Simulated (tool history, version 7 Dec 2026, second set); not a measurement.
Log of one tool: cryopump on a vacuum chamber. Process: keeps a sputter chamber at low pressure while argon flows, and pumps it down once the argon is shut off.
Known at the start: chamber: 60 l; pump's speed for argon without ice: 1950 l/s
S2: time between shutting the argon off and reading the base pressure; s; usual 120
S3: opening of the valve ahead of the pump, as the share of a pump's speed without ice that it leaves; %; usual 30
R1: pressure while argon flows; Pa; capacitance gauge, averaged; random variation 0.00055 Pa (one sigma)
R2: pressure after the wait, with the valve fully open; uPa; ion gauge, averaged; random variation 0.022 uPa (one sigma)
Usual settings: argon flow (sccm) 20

Run 1, hour 0: usual settings. Result: R1 0.0593 Pa, R2 0.92 uPa.
Run 2, hour 22.8: usual settings. Result: R1 0.0596 Pa, R2 0.95 uPa.
Run 3, hour 42.3: usual settings. Result: R1 0.058 Pa, R2 0.97 uPa.
Run 4, hour 57.8: usual settings but S2 82 s. Result: R1 0.0598 Pa, R2 1.17 uPa.
Run 5, hour 76.7: usual settings but argon flow (sccm) 24. Result: R1 0.073 Pa, R2 1 uPa.
Run 6, hour 95.5: usual settings but S3 39 %. Result: R1 0.0468 Pa, R2 0.98 uPa.
Run 7, hour 112.2: usual settings but S3 39 %. Result: R1 0.0478 Pa, R2 1.03 uPa.
Run 8, hour 134.4: usual settings but S3 39 %. Result: R1 0.0469 Pa, R2 0.97 uPa.
Run 9, hour 160.7: usual settings but S3 39 %. Result: R1 0.0471 Pa, R2 1.05 uPa.
Run 10, hour 185.5: usual settings but S3 39 %. Result: R1 0.0486 Pa, R2 1.03 uPa.
Run 11, hour 199.9: usual settings but S3 39 %. Result: R1 0.0492 Pa, R2 1.03 uPa.
Run 12, hour 230.7: usual settings but S3 39 %. Result: R1 0.0497 Pa, R2 1.1 uPa.
Run 13, hour 261.1: usual settings but S3 39 %. Result: R1 0.0501 Pa, R2 1.09 uPa.
Run 14, hour 282.8: usual settings but S3 39 %. Result: R1 0.0493 Pa, R2 1.09 uPa.
At hour 292.7: pump warmed up, emptied and cooled again.
Run 15, hour 319.6: usual settings but S3 41 %. Result: R1 0.0429 Pa, R2 0.97 uPa.
Run 16, hour 339.9: usual settings but argon flow (sccm) 22. Result: R1 0.065 Pa, R2 1 uPa.
Run 17, hour 361.2: usual settings but argon flow (sccm) 22. Result: R1 0.064 Pa, R2 1.04 uPa.
Run 18, hour 379.5: usual settings but argon flow (sccm) 22. Result: R1 0.0642 Pa, R2 0.99 uPa.
Run 19, hour 409.6: usual settings but argon flow (sccm) 27, S2 39 s, S3 37 %. Result: R1 0.0654 Pa, R2 1.91 uPa.
Run 20, hour 430.5: usual settings but argon flow (sccm) 27, S2 56 s, S3 37 %. Result: R1 0.0658 Pa, R2 1.54 uPa.
Run 21, hour 455.8: usual settings but S2 36 s. Result: R1 0.059 Pa, R2 1.98 uPa.
Run 22, hour 478.2: usual settings but argon flow (sccm) 31, S2 36 s, S3 33 %. Result: R1 0.0853 Pa, R2 2.03 uPa.
Run 23, hour 500.6: usual settings but argon flow (sccm) 31, S2 286 s, S3 33 %. Result: R1 0.0842 Pa, R2 0.94 uPa.
Run 24, hour 526.2: usual settings but S2 46 s, S3 22 %. Result: R1 0.081 Pa, R2 1.81 uPa.
Run 25, hour 558.1: usual settings but S2 190 s, S3 16 %. Result: R1 0.1116 Pa, R2 0.95 uPa.
Run 26, hour 572.3: usual settings but argon flow (sccm) 23, S2 20 s, S3 51 %. Result: R1 0.0423 Pa, R2 3.2 uPa.
Run 27, hour 589.7: usual settings but argon flow (sccm) 23, S2 20 s, S3 51 %. Result: R1 0.0426 Pa, R2 3.3 uPa.
Run 28, hour 610.2: usual settings but argon flow (sccm) 23, S2 20 s, S3 51 %. Result: R1 0.0445 Pa, R2 3.18 uPa.
Run 29, hour 638.6: usual settings but argon flow (sccm) 30, S2 20 s, S3 51 %. Result: R1 0.0556 Pa, R2 3.26 uPa.
Run 30, hour 657.6: usual settings but argon flow (sccm) 8, S2 160 s. Result: R1 0.0246 Pa, R2 1.15 uPa.
Run 31, hour 687.1: usual settings but argon flow (sccm) 13, S2 33 s. Result: R1 0.0408 Pa, R2 2.39 uPa.
Run 32, hour 711.9: usual settings but argon flow (sccm) 13, S2 33 s. Result: R1 0.0418 Pa, R2 2.37 uPa.
Run 33, hour 726.6: usual settings but argon flow (sccm) 13, S2 33 s. Result: R1 0.0406 Pa, R2 2.35 uPa.

Forecast each of these 5 alternatives for the next run:
At hour 747.1: pump warmed up, emptied and cooled again.
Run A, hour 752.6: usual settings but S2 32 s. Result: R1 ?, R2 ?.
At hour 747.1: pump warmed up, emptied and cooled again.
Run B, hour 752.6: usual settings but S2 115 s, S3 26 %. Result: R1 ?, R2 ?.
At hour 747.1: pump warmed up, emptied and cooled again.
Run C, hour 752.6: usual settings but argon flow (sccm) 13, S2 33 s, S3 59 %. Result: R1 ?, R2 ?.
At hour 747.1: pump warmed up, emptied and cooled again.
Run D, hour 752.6: usual settings but S2 46 s. Result: R1 ?, R2 ?.
At hour 747.1: pump warmed up, emptied and cooled again.
Run E, hour 752.6: usual settings but argon flow (sccm) 35, S2 64 s, S3 33 %. Result: R1 ?, R2 ?.

run      R1    R2
  A  0.0589  2.25
  B  0.0666  1.17
  C   0.019  2.22
  D  0.0562  1.77
  E  0.0935  1.47
Without the tool's hidden state the same runs would have given:
run      R1    R2
  A  0.0585  1.69
  B  0.0662  0.61
  C  0.0188  1.65
  D  0.0558  1.22
  E  0.0929  0.91
